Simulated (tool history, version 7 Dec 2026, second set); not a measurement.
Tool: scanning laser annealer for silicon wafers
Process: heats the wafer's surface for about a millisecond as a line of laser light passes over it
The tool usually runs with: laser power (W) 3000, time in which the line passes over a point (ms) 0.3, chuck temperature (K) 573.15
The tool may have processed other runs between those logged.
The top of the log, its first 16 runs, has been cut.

run     day  laser power (W)  time in which the line passes over a point (ms)  chuck temperature (K)  hours of work since the window was cleaned  hours of work since the power meter was calibrated  hours of work since the optics were aligned  highest temperature of the surface (K)
 17  16.233             3000                                              0.3                 542.15                                          35                                                  27                                          741                                 1285.15
 18   17.15             3000                                              0.3                 542.15                                          50                                                  42                                          756                                 1284.15
 19  18.433             3000                                              0.3                 542.15                                          71                                                  62                                          777                                 1282.15
 20  19.004             3000                                              0.3                 542.15                                          80                                                  71                                          786                                 1281.15
 21   19.65             2736                                            0.341                 548.15                                          90                                                  82                                          796                                 1252.15
 22  20.771             2787                                            0.307                 573.15                                         108                                                 100                                          814                                 1249.15
 23   21.75             3036                                            0.307                 571.15                                         124                                                 116                                          830                                 1326.15
 24  22.446             2593                                              0.3                 573.15                                         135                                                 127                                          841                                 1180.15
       22.8  -- laser's power meter calibrated, once more
 25  23.804             2732                                            0.351                 562.15                                         155                                                  16                                          861                                 1261.15
 26  24.612             2732                                            0.351                 562.15                                         168                                                  29                                          874                                 1261.15
 27  25.467             2732                                            0.351                 562.15                                         182                                                  43                                          888                                 1262.15
 28  26.762             2732                                            0.351                 562.15                                         203                                                  64                                          909                                 1256.15
 29  27.779             2734                                              0.3                 544.15                                         219                                                  80                                          925                                 1181.15
 30  28.454             3292                                            0.314                 598.15                                         230                                                  91                                          936                                 1424.15
 31  29.258             2857                                              0.3                 604.15                                         243                                                 104                                          949                                 1270.15
 32  30.058             2857                                              0.3                 604.15                                         256                                                 117                                          962                                 1270.15
 33  30.842             3113                                            0.359                 540.15                                         268                                                 129                                          974                                 1361.15
 34  31.408             3139                                            0.359                 588.15                                         277                                                 138                                          983                                 1415.15
 35  32.462             3005                                            0.359                 612.15                                         294                                                 155                                         1000                                 1392.15
 36  33.171             2887                                            0.359                 612.15                                         306                                                 167                                         1012                                 1352.15

Run 37, settings as shown, results not yet in. Your forecast:
 37  34.538             2887                                            0.359                 612.15                                         328                                                 189                                         1034                                       ?

For run 37 the tool returned highest temperature of the surface (K) 1347.15.
With the hidden condition absent and the run-to-run variation left alone, this run would have shown highest temperature of the surface (K) 1409.15.

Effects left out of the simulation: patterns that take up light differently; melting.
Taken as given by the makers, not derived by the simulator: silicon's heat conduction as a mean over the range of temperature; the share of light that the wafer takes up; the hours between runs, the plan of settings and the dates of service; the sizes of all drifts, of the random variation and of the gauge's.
